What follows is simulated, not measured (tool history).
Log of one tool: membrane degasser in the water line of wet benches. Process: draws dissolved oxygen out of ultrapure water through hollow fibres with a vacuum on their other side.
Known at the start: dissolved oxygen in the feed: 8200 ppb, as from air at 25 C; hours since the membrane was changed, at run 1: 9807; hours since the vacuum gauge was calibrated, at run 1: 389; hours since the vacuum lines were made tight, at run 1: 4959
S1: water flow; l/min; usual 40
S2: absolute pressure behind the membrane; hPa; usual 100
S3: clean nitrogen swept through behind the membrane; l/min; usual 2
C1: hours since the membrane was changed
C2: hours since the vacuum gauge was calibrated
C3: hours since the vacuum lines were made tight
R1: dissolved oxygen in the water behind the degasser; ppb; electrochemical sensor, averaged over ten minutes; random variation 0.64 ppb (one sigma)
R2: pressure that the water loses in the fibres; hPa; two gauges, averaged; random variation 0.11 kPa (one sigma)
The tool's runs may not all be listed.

run 1 hour=0 | S1=40 S2=100 S3=2 | C1=9807 C2=389 C3=4959 | R1=305.3 R2=313.7
run 2 hour=309.7 | S1=40 S2=100 S3=2 | C1=10117 C2=699 C3=5269 | R1=306.5 R2=315.1
run 3 hour=536.7 | S1=54 S2=100 S3=2 | C1=10344 C2=926 C3=5496 | R1=413.8 R2=425
run 4 hour=748.1 | S1=54 S2=100 S3=2 | C1=10555 C2=1137 C3=5707 | R1=414.7 R2=424.5
run 5 hour=874.4 | S1=54 S2=100 S3=2 | C1=10682 C2=1264 C3=5833 | R1=414.5 R2=424.8
run 6 hour=1162.1 | S1=54 S2=192 S3=2 | C1=10969 C2=1551 C3=6121 | R1=877.8 R2=426.9
run 7 hour=1448.1 | S1=28 S2=100 S3=2 | C1=11255 C2=1837 C3=6407 | R1=219.7 R2=222.8
-- hour=1466.1 vacuum gauge calibrated
run 8 hour=1577.2 | S1=28 S2=100 S3=2 | C1=11384 C2=111 C3=6536 | R1=220 R2=221
-- hour=1624.9 seals of the vacuum lines changed
run 9 hour=1737.2 | S1=28 S2=100 S3=2 | C1=11542 C2=269 C3=112 | R1=217.2 R2=222.3
run 10 hour=1951.5 | S1=52 S2=66 S3=2 | C1=11756 C2=483 C3=327 | R1=221.6 R2=410.5
run 11 hour=2120.3 | S1=28 S2=71 S3=0.84 | C1=11925 C2=652 C3=495 | R1=267.2 R2=220.6
run 12 hour=2338.9 | S1=60 S2=71 S3=2 | C1=12144 C2=871 C3=714 | R1=298.9 R2=476.2
run 13 hour=2475.5 | S1=40 S2=199 S3=5.27 | C1=12280 C2=1007 C3=851 | R1=307.7 R2=318
run 14 hour=2723.1 | S1=31 S2=161 S3=3.74 | C1=12528 C2=1255 C3=1098 | R1=254.1 R2=247.1
run 15 hour=2939.8 | S1=35 S2=144 S3=1.44 | C1=12745 C2=1472 C3=1315 | R1=568.9 R2=278.2
-- hour=3016.5 vacuum gauge calibrated, once more
run 16 hour=3155 | S1=35 S2=86 S3=0.94 | C1=12959 C2=138 C3=1530 | R1=402.5 R2=279.1
run 17 hour=3410.3 | S1=37 S2=64 S3=1.42 | C1=13215 C2=394 C3=1785 | R1=187.7 R2=296
run 18 hour=3719.4 | S1=59 S2=224 S3=2.08 | C1=13524 C2=703 C3=2094 | R1=1079.9 R2=469.6

How the hidden state differs across the entries between the runs, from the last listed run before each to the first after it:
Between runs 7 and 8: vacuum gauge calibrated (hour 1466.1)
  membrane still open, %: 95.1 -> 95; true pressure behind the membrane over the reading, kPa: 0.01 -> 0.02; air that leaks in behind the membrane, l/min: 0.0189 -> 0.0192
  measured less the result without the state, R1: +3.6 -> +4 ppb; R2: +10.9 -> +11.1 hPa
Between runs 8 and 9: seals of the vacuum lines changed (hour 1624.9)
  membrane still open, %: 95 -> 94.9; air that leaks in behind the membrane, l/min: 0.0192 -> 0.0019
  measured less the result without the state, R1: +4 -> +1.5 ppb; R2: +11.1 -> +11.2 hPa
Between runs 15 and 16: vacuum gauge calibrated, once more (hour 3016.5)
  membrane still open, %: 94.4 -> 94.3; true pressure behind the membrane over the reading, kPa: 0.07 -> 0.03; air that leaks in behind the membrane, l/min: 0.0049 -> 0.0053
  measured less the result without the state, R1: +6 -> +4.4 ppb; R2: +15.7 -> +16 hPa
